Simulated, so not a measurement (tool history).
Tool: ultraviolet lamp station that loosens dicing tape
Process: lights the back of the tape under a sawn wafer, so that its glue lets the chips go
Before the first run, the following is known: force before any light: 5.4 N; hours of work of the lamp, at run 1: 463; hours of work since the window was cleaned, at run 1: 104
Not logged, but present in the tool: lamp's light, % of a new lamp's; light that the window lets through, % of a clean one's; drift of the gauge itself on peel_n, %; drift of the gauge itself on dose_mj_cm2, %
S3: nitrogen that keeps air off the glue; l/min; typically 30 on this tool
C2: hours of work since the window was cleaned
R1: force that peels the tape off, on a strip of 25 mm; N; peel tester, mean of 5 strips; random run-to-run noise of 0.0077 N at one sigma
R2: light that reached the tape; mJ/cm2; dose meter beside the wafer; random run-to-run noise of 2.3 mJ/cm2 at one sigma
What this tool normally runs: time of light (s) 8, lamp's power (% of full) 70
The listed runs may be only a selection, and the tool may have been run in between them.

Run 1, hour 0: usual settings; hours of work of the lamp 463; C2 104. Result: R1 0.295 N, R2 219 mJ/cm2.
Run 2, hour 22.6: usual settings; hours of work of the lamp 475; C2 116. Result: R1 0.292 N, R2 221 mJ/cm2.
Run 3, hour 43.5: usual settings; hours of work of the lamp 486; C2 126. Result: R1 0.3 N, R2 223 mJ/cm2.
Run 4, hour 64.8: usual settings but S3 18 l/min; hours of work of the lamp 496; C2 137. Result: R1 0.418 N, R2 220 mJ/cm2.
Run 5, hour 82.5: usual settings; hours of work of the lamp 506; C2 147. Result: R1 0.296 N, R2 222 mJ/cm2.
Run 6, hour 98.1: usual settings; hours of work of the lamp 514; C2 155. Result: R1 0.308 N, R2 216 mJ/cm2.
Run 7, hour 115.1: usual settings; hours of work of the lamp 522; C2 163. Result: R1 0.298 N, R2 221 mJ/cm2.
Run 8, hour 131.3: usual settings; hours of work of the lamp 531; C2 172. Result: R1 0.294 N, R2 221 mJ/cm2.
Run 9, hour 142.2: usual settings; hours of work of the lamp 536; C2 177. Result: R1 0.289 N, R2 219 mJ/cm2.
Run 10, hour 159.8: usual settings; hours of work of the lamp 545; C2 186. Result: R1 0.292 N, R2 221 mJ/cm2.
Run 11, hour 183: usual settings; hours of work of the lamp 557; C2 198. Result: R1 0.294 N, R2 217 mJ/cm2.
Run 12, hour 199.7: usual settings; hours of work of the lamp 566; C2 207. Result: R1 0.294 N, R2 219 mJ/cm2.
Run 13, hour 211.1: usual settings but time of light (s) 12; hours of work of the lamp 572; C2 213. Result: R1 0.131 N, R2 333 mJ/cm2.
Run 14, hour 223.7: usual settings but time of light (s) 12; hours of work of the lamp 578; C2 219. Result: R1 0.139 N, R2 328 mJ/cm2.
Run 15, hour 249.3: usual settings but time of light (s) 12; hours of work of the lamp 591; C2 232. Result: R1 0.125 N, R2 331 mJ/cm2.
Run 16, hour 274.8: usual settings but time of light (s) 12; hours of work of the lamp 604; C2 245. Result: R1 0.128 N, R2 330 mJ/cm2.
Run 17, hour 298.7: usual settings but time of light (s) 9, S3 14 l/min; hours of work of the lamp 617; C2 258. Result: R1 0.39 N, R2 252 mJ/cm2.
Run 18, hour 314.3: usual settings but time of light (s) 9, S3 14 l/min; hours of work of the lamp 625; C2 266. Result: R1 0.411 N, R2 245 mJ/cm2.
Run 19, hour 327.8: usual settings but time of light (s) 9, S3 14 l/min; hours of work of the lamp 632; C2 273. Result: R1 0.405 N, R2 250 mJ/cm2.
Run 20, hour 349: usual settings but time of light (s) 5, S3 35 l/min; hours of work of the lamp 642; C2 283. Result: R1 0.693 N, R2 139 mJ/cm2.
Run 21, hour 372.7: usual settings but S3 31 l/min; hours of work of the lamp 655; C2 296. Result: R1 0.288 N, R2 221 mJ/cm2.
Run 22, hour 383.9: usual settings but time of light (s) 6; hours of work of the lamp 660; C2 301. Result: R1 0.577 N, R2 165 mJ/cm2.
Run 23, hour 399.4: usual settings but time of light (s) 10, lamp's power (% of full) 60, S3 18 l/min; hours of work of the lamp 668; C2 309. Result: R1 0.377 N, R2 234 mJ/cm2.
Run 24, hour 421.8: usual settings but time of light (s) 5, lamp's power (% of full) 69, S3 44 l/min; hours of work of the lamp 680; C2 321. Result: R1 0.629 N, R2 135 mJ/cm2.
At hour 426.6: window cleaned of glue's vapour.
Run 25, hour 438.3: usual settings but time of light (s) 5, lamp's power (% of full) 69, S3 44 l/min; hours of work of the lamp 688; C2 6. Result: R1 0.675 N, R2 135 mJ/cm2.
Run 26, hour 448.8: usual settings but time of light (s) 5, lamp's power (% of full) 69, S3 44 l/min; hours of work of the lamp 693; C2 11. Result: R1 0.681 N, R2 132 mJ/cm2.
Run 27, hour 468.3: usual settings but time of light (s) 7, lamp's power (% of full) 63, S3 17 l/min; hours of work of the lamp 703; C2 21. Result: R1 0.738 N, R2 175 mJ/cm2.
Run 28, hour 484: usual settings but time of light (s) 7, lamp's power (% of full) 63, S3 17 l/min; hours of work of the lamp 712; C2 29. Result: R1 0.728 N, R2 173 mJ/cm2.
Run 29, hour 494.7: usual settings but time of light (s) 11, S3 24 l/min; hours of work of the lamp 717; C2 35. Result: R1 0.179 N, R2 303 mJ/cm2.

Consider 3 possible next runs. They are alternatives, not a sequence: every one starts from the tool as it was left by run 29. What does each give?
Run A, hour 508.1: usual settings but time of light (s) 7, S3 47 l/min; hours of work of the lamp 724; C2 42. Result: R1 ?, R2 ?.
Run B, hour 508.1: usual settings but time of light (s) 9, lamp's power (% of full) 78, S3 33 l/min; hours of work of the lamp 724; C2 42. Result: R1 ?, R2 ?.
Run C, hour 508.1: usual settings but time of light (s) 11, S3 47 l/min; hours of work of the lamp 724; C2 42. Result: R1 ?, R2 ?.

run     R1   R2
  A  0.283  192
  B  0.161  273
  C  0.125  304
Without the tool's unlogged condition, the same runs would have read:
run     R1   R2
  A  0.282  192
  B  0.161  274
  C  0.125  305
